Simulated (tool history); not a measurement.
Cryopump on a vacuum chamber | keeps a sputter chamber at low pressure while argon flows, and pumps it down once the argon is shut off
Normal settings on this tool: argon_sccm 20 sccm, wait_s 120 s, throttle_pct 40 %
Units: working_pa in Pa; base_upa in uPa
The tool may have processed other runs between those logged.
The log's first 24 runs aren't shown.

run,hour,argon_sccm,wait_s,throttle_pct,hours of work since the pump was warmed up and emptied,hours of work since the cold head was overhauled,hours of work since the chamber's fittings were tightened,working_pa,base_upa
25,276.7,20,121,56,31,554,1178,0.0401,1.67
26,289.2,21,76,36,41,565,1188,0.0656,1.82
27,300.8,12,131,59,51,575,1199,0.0233,1.68
28,310.1,12,131,59,59,583,1207,0.023,1.76
29,325.4,33,147,26,73,596,1220,0.1409,1.73
30,332.8,32,149,20,79,603,1226,0.1787,1.8
31,347.6,19,120,40,92,615,1239,0.0527,1.85
32,362.3,9,284,40,105,628,1252,0.0258,1.77
33,370.8,9,284,40,112,636,1259,0.025,1.73

4 ways to go on from here, each from the tool as it stands after run 33. What would each give?
A,381.5,13,120,35,121,645,1268,?,?
B,381.5,20,225,40,121,645,1268,?,?
C,381.5,11,284,39,121,645,1268,?,?
D,381.5,32,120,40,121,645,1268,?,?

run,working_pa,base_upa
A,0.0429,1.9
B,0.0558,1.81
C,0.0318,1.77
D,0.0906,1.9
Had the tool no hidden state, the same runs would have come out as:
run,working_pa,base_upa
A,0.0415,0.38
B,0.0537,0.29
C,0.0307,0.28
D,0.0874,0.39
